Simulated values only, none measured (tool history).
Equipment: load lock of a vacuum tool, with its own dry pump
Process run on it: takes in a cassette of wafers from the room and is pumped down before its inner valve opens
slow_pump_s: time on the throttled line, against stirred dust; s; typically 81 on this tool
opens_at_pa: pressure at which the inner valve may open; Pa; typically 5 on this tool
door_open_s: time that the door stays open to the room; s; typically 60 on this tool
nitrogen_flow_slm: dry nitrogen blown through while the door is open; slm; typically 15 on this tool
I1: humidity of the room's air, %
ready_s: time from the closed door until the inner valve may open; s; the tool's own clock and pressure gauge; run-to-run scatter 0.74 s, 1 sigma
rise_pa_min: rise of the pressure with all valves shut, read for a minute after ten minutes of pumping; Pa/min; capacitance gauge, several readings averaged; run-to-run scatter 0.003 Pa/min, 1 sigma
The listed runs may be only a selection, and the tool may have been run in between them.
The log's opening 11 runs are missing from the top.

Run 12, hour 2459.4: usual settings but opens_at_pa 9 Pa, nitrogen_flow_slm 30 slm; I1 46.1. Result: ready_s 158.2 s, rise_pa_min 0.108 Pa/min.
Run 13, hour 2754.0: usual settings; I1 47.6. Result: ready_s 165.7 s, rise_pa_min 0.125 Pa/min.
Run 14, hour 3078.5: usual settings but nitrogen_flow_slm 17 slm; I1 47.4. Result: ready_s 164.9 s, rise_pa_min 0.131 Pa/min.
Run 15, hour 3403.0: usual settings but door_open_s 84 s; I1 46.2. Result: ready_s 166.6 s, rise_pa_min 0.149 Pa/min.
Run 16, hour 3687.9: usual settings but door_open_s 84 s; I1 47.5. Result: ready_s 165.5 s, rise_pa_min 0.159 Pa/min.
Run 17, hour 4027.3: usual settings but door_open_s 84 s; I1 43.2. Result: ready_s 165.4 s, rise_pa_min 0.159 Pa/min.
Run 18, hour 4177.2: usual settings but door_open_s 84 s; I1 42.2. Result: ready_s 167.8 s, rise_pa_min 0.168 Pa/min.
Run 19, hour 4425.5: usual settings but slow_pump_s 56 s, opens_at_pa 8 Pa, door_open_s 84 s; I1 44.2. Result: ready_s 142.6 s, rise_pa_min 0.175 Pa/min.
Run 20, hour 4729.6: usual settings but door_open_s 48 s; I1 44.6. Result: ready_s 167.2 s, rise_pa_min 0.169 Pa/min.
Run 21, hour 5048.3: usual settings but door_open_s 48 s; I1 44.0. Result: ready_s 168.0 s, rise_pa_min 0.178 Pa/min.
Run 22, hour 5185.8: usual settings but door_open_s 48 s; I1 45.7. Result: ready_s 169.4 s, rise_pa_min 0.183 Pa/min.
Run 23, hour 5334.2: usual settings but slow_pump_s 155 s, opens_at_pa 10 Pa, nitrogen_flow_slm 16 slm; I1 43.3. Result: ready_s 214.8 s, rise_pa_min 0.187 Pa/min.
Run 24, hour 5575.7: usual settings but slow_pump_s 155 s, opens_at_pa 10 Pa, nitrogen_flow_slm 16 slm; I1 43.7. Result: ready_s 214.7 s, rise_pa_min 0.199 Pa/min.
Run 25, hour 5830.9: usual settings but opens_at_pa 9 Pa, nitrogen_flow_slm 17 slm; I1 44.9. Result: ready_s 159.8 s, rise_pa_min 0.206 Pa/min.
Run 26, hour 6001.5: usual settings but nitrogen_flow_slm 29 slm; I1 47.0. Result: ready_s 168.3 s, rise_pa_min 0.201 Pa/min.
Run 27, hour 6308.2: usual settings but nitrogen_flow_slm 29 slm; I1 43.2. Result: ready_s 168.3 s, rise_pa_min 0.212 Pa/min.
Run 28, hour 6630.2: usual settings but opens_at_pa 9 Pa, nitrogen_flow_slm 37 slm; I1 41.0. Result: ready_s 160.9 s, rise_pa_min 0.219 Pa/min.
Run 29, hour 6946.8: usual settings but slow_pump_s 63 s, opens_at_pa 4 Pa, nitrogen_flow_slm 8 slm; I1 48.0. Result: ready_s 158.9 s, rise_pa_min 0.255 Pa/min.
Run 30, hour 7197.0: usual settings but slow_pump_s 63 s, opens_at_pa 4 Pa, nitrogen_flow_slm 8 slm; I1 44.0. Result: ready_s 160.2 s, rise_pa_min 0.261 Pa/min.
Run 31, hour 7435.5: usual settings but slow_pump_s 43 s, door_open_s 144 s; I1 44.0. Result: ready_s 142.5 s, rise_pa_min 0.284 Pa/min.
Run 32, hour 7653.7: usual settings but nitrogen_flow_slm 39 slm; I1 42.4. Result: ready_s 169.3 s, rise_pa_min 0.250 Pa/min.
Run 33, hour 7946.1: usual settings but slow_pump_s 84 s, opens_at_pa 10 Pa, door_open_s 46 s; I1 44.9. Result: ready_s 164.8 s, rise_pa_min 0.270 Pa/min.
Run 34, hour 8131.8: usual settings but slow_pump_s 84 s, opens_at_pa 10 Pa, door_open_s 46 s; I1 46.0. Result: ready_s 163.7 s, rise_pa_min 0.281 Pa/min.
Run 35, hour 8331.4: usual settings but slow_pump_s 84 s, opens_at_pa 10 Pa, door_open_s 46 s; I1 46.3. Result: ready_s 165.2 s, rise_pa_min 0.282 Pa/min.
Run 36, hour 8495.1: usual settings but slow_pump_s 84 s, opens_at_pa 10 Pa, door_open_s 46 s; I1 44.9. Result: ready_s 164.8 s, rise_pa_min 0.287 Pa/min.

Predict each of these 4 candidate next runs independently; none follows another, all start after run 36:
Run A, hour 8659.5: usual settings but door_open_s 61 s; I1 45.3. Result: ready_s ?, rise_pa_min ?.
Run B, hour 8659.5: usual settings but slow_pump_s 71 s, opens_at_pa 10 Pa, door_open_s 163 s, nitrogen_flow_slm 7 slm; I1 45.6. Result: ready_s ?, rise_pa_min ?.
Run C, hour 8659.5: usual settings but nitrogen_flow_slm 9 slm; I1 45.1. Result: ready_s ?, rise_pa_min ?.
Run D, hour 8659.5: usual settings but door_open_s 45 s, nitrogen_flow_slm 14 slm; I1 43.0. Result: ready_s ?, rise_pa_min ?.

run  ready_s  rise_pa_min
  A    170.4        0.311
  B    154.1        0.346
  C    170.3        0.310
  D    170.8        0.297
Take away the tool's hidden state, keep each run's random variation, and the runs would have read:
run  ready_s  rise_pa_min
  A    159.7        0.040
  B    144.2        0.081
  C    159.6        0.039
  D    160.0        0.024

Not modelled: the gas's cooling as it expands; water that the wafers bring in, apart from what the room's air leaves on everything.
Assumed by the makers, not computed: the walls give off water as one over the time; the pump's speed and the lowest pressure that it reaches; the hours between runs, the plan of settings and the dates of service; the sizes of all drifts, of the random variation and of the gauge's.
